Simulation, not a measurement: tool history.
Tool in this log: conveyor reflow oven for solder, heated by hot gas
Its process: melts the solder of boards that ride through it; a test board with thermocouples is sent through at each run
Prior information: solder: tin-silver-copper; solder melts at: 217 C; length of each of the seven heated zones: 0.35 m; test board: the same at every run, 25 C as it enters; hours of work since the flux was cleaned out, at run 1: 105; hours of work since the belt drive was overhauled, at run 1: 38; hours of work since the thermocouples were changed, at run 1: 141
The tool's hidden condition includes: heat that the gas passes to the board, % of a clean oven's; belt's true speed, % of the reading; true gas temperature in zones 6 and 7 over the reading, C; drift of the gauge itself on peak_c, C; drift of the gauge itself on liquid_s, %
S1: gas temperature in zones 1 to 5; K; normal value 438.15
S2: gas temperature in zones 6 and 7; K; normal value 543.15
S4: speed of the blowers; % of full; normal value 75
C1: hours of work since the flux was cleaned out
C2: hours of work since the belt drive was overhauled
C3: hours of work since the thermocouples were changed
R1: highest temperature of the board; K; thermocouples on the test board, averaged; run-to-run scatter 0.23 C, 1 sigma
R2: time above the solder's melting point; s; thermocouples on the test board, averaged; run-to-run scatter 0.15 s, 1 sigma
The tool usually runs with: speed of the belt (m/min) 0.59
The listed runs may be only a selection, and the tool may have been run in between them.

Run 1, hour 0: usual settings; C1 105; C2 38; C3 141. Result: R1 531.25 K, R2 55.3 s.
Run 2, hour 4.2: usual settings but S2 533.15 K; C1 107; C2 41; C3 144. Result: R1 521.55 K, R2 49.9 s.
Run 3, hour 12.6: usual settings but S2 533.15 K; C1 112; C2 46; C3 149. Result: R1 522.05 K, R2 49.9 s.
Run 4, hour 16.8: usual settings but S2 556.15 K; C1 115; C2 48; C3 151. Result: R1 543.15 K, R2 61.2 s.
Run 5, hour 25.4: usual settings but S2 556.15 K; C1 120; C2 53; C3 156. Result: R1 543.15 K, R2 61.3 s.
Run 6, hour 30.4: usual settings but S2 556.15 K; C1 123; C2 56; C3 159. Result: R1 543.15 K, R2 61.2 s.
Run 7, hour 38.5: usual settings but S2 556.15 K; C1 127; C2 61; C3 164. Result: R1 543.15 K, R2 60.9 s.
Run 8, hour 47.7: usual settings but S2 556.15 K; C1 133; C2 66; C3 170. Result: R1 542.65 K, R2 61.3 s.
Run 9, hour 55: usual settings but S2 556.15 K; C1 137; C2 71; C3 174. Result: R1 543.25 K, R2 61.3 s.
Run 10, hour 62.1: usual settings but S2 556.15 K; C1 141; C2 75; C3 178. Result: R1 542.65 K, R2 60.9 s.
Run 11, hour 66.2: usual settings but S2 556.15 K; C1 144; C2 77; C3 181. Result: R1 542.75 K, R2 61.1 s.
Run 12, hour 75.4: usual settings but S2 556.15 K; C1 149; C2 83; C3 186. Result: R1 542.65 K, R2 60.8 s.
Run 13, hour 82: usual settings but S2 556.15 K; C1 153; C2 87; C3 190. Result: R1 543.15 K, R2 61 s.
Run 14, hour 90.9: usual settings but S2 556.15 K; C1 158; C2 92; C3 195. Result: R1 542.75 K, R2 61 s.
Run 15, hour 100.1: usual settings but S4 66 % of full; C1 164; C2 97; C3 201. Result: R1 529.25 K, R2 53.6 s.
Run 16, hour 105.5: usual settings but S2 541.15 K, speed of the belt (m/min) 0.51, S4 66 % of full; C1 167; C2 100; C3 204. Result: R1 530.55 K, R2 64.9 s.
At hour 112.7: flux residue cleaned out of gas plates and filters.
Run 17, hour 117.2: usual settings but S1 442.15 K, S2 544.15 K, speed of the belt (m/min) 0.51, S4 52 % of full; C1 3; C2 104; C3 208. Result: R1 532.35 K, R2 65.7 s.
Run 18, hour 126.1: usual settings but S1 447.15 K, S2 544.15 K, speed of the belt (m/min) 0.62, S4 52 % of full; C1 8; C2 110; C3 213. Result: R1 527.05 K, R2 51.4 s.
Run 19, hour 131.6: usual settings but S1 440.15 K; C1 11; C2 113; C3 216. Result: R1 531.35 K, R2 56.5 s.
Run 20, hour 139: usual settings but S1 440.15 K; C1 16; C2 117; C3 221. Result: R1 531.85 K, R2 56.1 s.
Run 21, hour 144: usual settings but S1 440.15 K; C1 19; C2 120; C3 224. Result: R1 532.25 K, R2 56.4 s.
Run 22, hour 149.7: usual settings but S1 440.15 K; C1 22; C2 124; C3 227. Result: R1 531.65 K, R2 56.3 s.
Run 23, hour 153.7: usual settings but S2 531.15 K, speed of the belt (m/min) 0.476; C1 24; C2 126; C3 229. Result: R1 524.25 K, R2 67.3 s.
Run 24, hour 161.4: usual settings but S1 439.15 K, S4 79 % of full; C1 29; C2 131; C3 234. Result: R1 532.35 K, R2 56.7 s.
Run 25, hour 166.7: usual settings but S1 429.15 K, S2 544.15 K, speed of the belt (m/min) 0.695, S4 51 % of full; C1 32; C2 134; C3 237. Result: R1 517.65 K, R2 34.4 s.
Run 26, hour 172.5: usual settings but S1 450.15 K, S2 545.15 K, speed of the belt (m/min) 0.495, S4 88 % of full; C1 35; C2 137; C3 240. Result: R1 539.75 K, R2 76.4 s.
Run 27, hour 179.4: usual settings but S1 450.15 K, S2 545.15 K, speed of the belt (m/min) 0.495, S4 88 % of full; C1 39; C2 141; C3 244. Result: R1 539.65 K, R2 76.7 s.
Run 28, hour 187.7: usual settings but S1 452.15 K, S2 551.15 K, speed of the belt (m/min) 0.702, S4 83 % of full; C1 44; C2 146; C3 249. Result: R1 537.15 K, R2 52.1 s.
Run 29, hour 193.4: usual settings but S2 552.15 K, speed of the belt (m/min) 0.509, S4 62 % of full; C1 48; C2 149; C3 253. Result: R1 540.95 K, R2 70.4 s.
Run 30, hour 199.6: usual settings but S2 553.15 K, speed of the belt (m/min) 0.58, S4 62 % of full; C1 51; C2 153; C3 256. Result: R1 538.05 K, R2 59.9 s.

3 options for the next run, each taken on its own from the tool as it stands now. Forecast them:
Run A, hour 208.8: usual settings but S1 450.15 K, S2 550.15 K, S4 77 % of full; C1 57; C2 159; C3 262. Result: R1 ?, R2 ?.
Run B, hour 208.8: usual settings but S1 430.15 K; C1 57; C2 159; C3 262. Result: R1 ?, R2 ?.
Run C, hour 208.8: usual settings but S1 442.15 K, speed of the belt (m/min) 0.484, S4 72 % of full; C1 57; C2 159; C3 262. Result: R1 ?, R2 ?.

run      R1    R2
  A  539.05    63
  B  530.05    53
  C  535.45  73.3
Take away the tool's hidden state, keep each run's random variation, and the runs would have read:
run      R1    R2
  A  539.55  62.9
  B  530.55  53.1
  C  535.85  73.3

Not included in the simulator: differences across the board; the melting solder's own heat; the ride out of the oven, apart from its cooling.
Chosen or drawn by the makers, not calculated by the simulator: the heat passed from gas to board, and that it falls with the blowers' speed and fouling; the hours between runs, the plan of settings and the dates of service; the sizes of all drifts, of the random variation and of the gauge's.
